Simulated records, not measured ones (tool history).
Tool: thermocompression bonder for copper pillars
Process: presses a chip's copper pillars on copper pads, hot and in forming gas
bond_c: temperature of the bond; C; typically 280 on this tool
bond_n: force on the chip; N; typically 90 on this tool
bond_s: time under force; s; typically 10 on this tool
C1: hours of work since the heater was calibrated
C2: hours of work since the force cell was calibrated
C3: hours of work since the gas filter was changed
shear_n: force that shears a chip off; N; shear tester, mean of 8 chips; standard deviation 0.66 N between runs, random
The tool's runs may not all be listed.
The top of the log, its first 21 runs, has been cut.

{"hour": 1015.4, "done": "force cell calibrated"}
{"run": 22, "hour": 1075.2, "bond_c": 276, "bond_n": 99, "bond_s": 6, "C1": 1089, "C2": 29, "C3": 227, "shear_n": 62.1}
{"run": 23, "hour": 1140.1, "bond_c": 294, "bond_n": 96, "bond_s": 20, "C1": 1120, "C2": 60, "C3": 258, "shear_n": 94.5}
{"hour": 1173.1, "done": "force cell calibrated, once more"}
{"run": 24, "hour": 1176.6, "bond_c": 294, "bond_n": 96, "bond_s": 20, "C1": 1137, "C2": 2, "C3": 274, "shear_n": 97.5}
{"hour": 1187.0, "done": "forming gas filter changed"}
{"run": 25, "hour": 1208.1, "bond_c": 294, "bond_n": 96, "bond_s": 20, "C1": 1152, "C2": 17, "C3": 10, "shear_n": 100.2}
{"hour": 1237.5, "done": "heater calibrated with a thermocouple chip"}
{"run": 26, "hour": 1240.3, "bond_c": 280, "bond_n": 98, "bond_s": 16, "C1": 1, "C2": 31, "C3": 25, "shear_n": 84.2}
{"run": 27, "hour": 1280.1, "bond_c": 294, "bond_n": 98, "bond_s": 9, "C1": 20, "C2": 50, "C3": 44, "shear_n": 80.9}
{"run": 28, "hour": 1340.5, "bond_c": 250, "bond_n": 108, "bond_s": 10, "C1": 49, "C2": 79, "C3": 72, "shear_n": 59.6}
{"run": 29, "hour": 1384.6, "bond_c": 280, "bond_n": 90, "bond_s": 16, "C1": 70, "C2": 100, "C3": 94, "shear_n": 80.3}
{"run": 30, "hour": 1440.5, "bond_c": 280, "bond_n": 108, "bond_s": 10, "C1": 97, "C2": 127, "C3": 120, "shear_n": 79.2}
{"run": 31, "hour": 1487.3, "bond_c": 306, "bond_n": 104, "bond_s": 16, "C1": 120, "C2": 149, "C3": 143, "shear_n": 99.3}
{"run": 32, "hour": 1551.3, "bond_c": 306, "bond_n": 104, "bond_s": 16, "C1": 150, "C2": 180, "C3": 173, "shear_n": 100.1}
{"run": 33, "hour": 1608.5, "bond_c": 286, "bond_n": 104, "bond_s": 6, "C1": 178, "C2": 207, "C3": 201, "shear_n": 70.8}
{"run": 34, "hour": 1654.4, "bond_c": 292, "bond_n": 104, "bond_s": 11, "C1": 200, "C2": 229, "C3": 223, "shear_n": 85.9}
{"run": 35, "hour": 1704.8, "bond_c": 292, "bond_n": 104, "bond_s": 11, "C1": 224, "C2": 253, "C3": 247, "shear_n": 85.1}
{"run": 36, "hour": 1765.2, "bond_c": 280, "bond_n": 135, "bond_s": 14, "C1": 253, "C2": 282, "C3": 276, "shear_n": 92.8}
{"hour": 1773.2, "done": "forming gas filter changed"}
{"run": 37, "hour": 1795.1, "bond_c": 278, "bond_n": 100, "bond_s": 14, "C1": 267, "C2": 296, "C3": 10, "shear_n": 82.5}
{"run": 38, "hour": 1834.5, "bond_c": 278, "bond_n": 100, "bond_s": 14, "C1": 286, "C2": 315, "C3": 29, "shear_n": 81.1}
{"run": 39, "hour": 1869.4, "bond_c": 280, "bond_n": 126, "bond_s": 30, "C1": 302, "C2": 332, "C3": 46, "shear_n": 106.3}

Forecast each of these 3 alternatives for the next run:
{"run": "A", "hour": 1908.6, "bond_c": 274, "bond_n": 126, "bond_s": 30, "C1": 321, "C2": 351, "C3": 65, "shear_n": "?"}
{"run": "B", "hour": 1908.6, "bond_c": 280, "bond_n": 104, "bond_s": 5, "C1": 321, "C2": 351, "C3": 65, "shear_n": "?"}
{"run": "C", "hour": 1908.6, "bond_c": 280, "bond_n": 124, "bond_s": 30, "C1": 321, "C2": 351, "C3": 65, "shear_n": "?"}

run=A shear_n=102.4
run=B shear_n=64
run=C shear_n=104.8
With no hidden state in the tool, these same runs would have given:
run=A shear_n=102.6
run=B shear_n=63.6
run=C shear_n=105.1
